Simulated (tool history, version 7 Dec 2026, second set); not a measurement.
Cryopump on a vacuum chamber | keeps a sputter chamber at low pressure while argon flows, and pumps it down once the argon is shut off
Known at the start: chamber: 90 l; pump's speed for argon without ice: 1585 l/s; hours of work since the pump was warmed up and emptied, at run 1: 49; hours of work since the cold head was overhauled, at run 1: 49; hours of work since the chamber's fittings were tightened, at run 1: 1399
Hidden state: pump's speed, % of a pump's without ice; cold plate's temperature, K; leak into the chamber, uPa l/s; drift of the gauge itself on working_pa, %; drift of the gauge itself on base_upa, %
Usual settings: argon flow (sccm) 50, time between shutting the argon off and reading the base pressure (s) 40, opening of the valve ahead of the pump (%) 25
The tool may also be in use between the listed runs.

run	hour	argon flow (sccm)	time between shutting the argon off and reading the base pressure (s)	opening of the valve ahead of the pump (%)	hours of work since the pump was warmed up and emptied	hours of work since the cold head was overhauled	hours of work since the chamber's fittings were tightened	pressure while argon flows (Pa)	pressure after the wait (uPa)
1	0	50	40	25	49	49	1399	0.2137	2.62
2	8.9	50	40	25	54	54	1404	0.2147	2.5
3	16.4	50	40	25	58	58	1408	0.2144	2.6
4	27.4	50	40	25	64	64	1414	0.2158	2.55
5	42.9	50	40	25	73	73	1423	0.2157	2.63
6	55.9	50	40	24	81	81	1430	0.223	2.56
7	66.6	50	40	24	87	87	1437	0.2238	2.59
8	78.3	50	40	24	93	93	1443	0.2244	2.67
9	90.8	68	40	24	100	100	1450	0.305	2.61
10	104.6	68	40	24	108	108	1458	0.3054	2.62
11	120.4	68	40	24	117	117	1467	0.304	2.7
12	134.2	87	40	27	125	125	1475	0.3475	2.61
13	143.9	23	68	27	131	131	1481	0.0929	1.97
14	154.3	75	286	18	137	137	1487	0.4458	1.15
15	164.8	97	53	25	143	143	1493	0.4222	2.19
16	180.9	45	53	37	152	152	1502	0.1333	2.21
17	191.2	28	30	43	158	158	1508	0.0713	3.29

4 ways to go on from here, each from the tool as it stands after run 17. What would each give?
A	200.7	50	40	34	163	163	1513	?	?
B	200.7	54	54	25	163	163	1513	?	?
C	200.7	35	212	20	163	163	1513	?	?
D	200.7	28	255	43	163	163	1513	?	?

run	pressure while argon flows (Pa)	pressure after the wait (uPa)
A	0.1595	2.67
B	0.2351	2.27
C	0.1903	1.23
D	0.0716	1.2
Without the tool's hidden state the same runs would have given:
run	pressure while argon flows (Pa)	pressure after the wait (uPa)
A	0.1556	1.93
B	0.2308	1.53
C	0.1875	0.5
D	0.0694	0.46

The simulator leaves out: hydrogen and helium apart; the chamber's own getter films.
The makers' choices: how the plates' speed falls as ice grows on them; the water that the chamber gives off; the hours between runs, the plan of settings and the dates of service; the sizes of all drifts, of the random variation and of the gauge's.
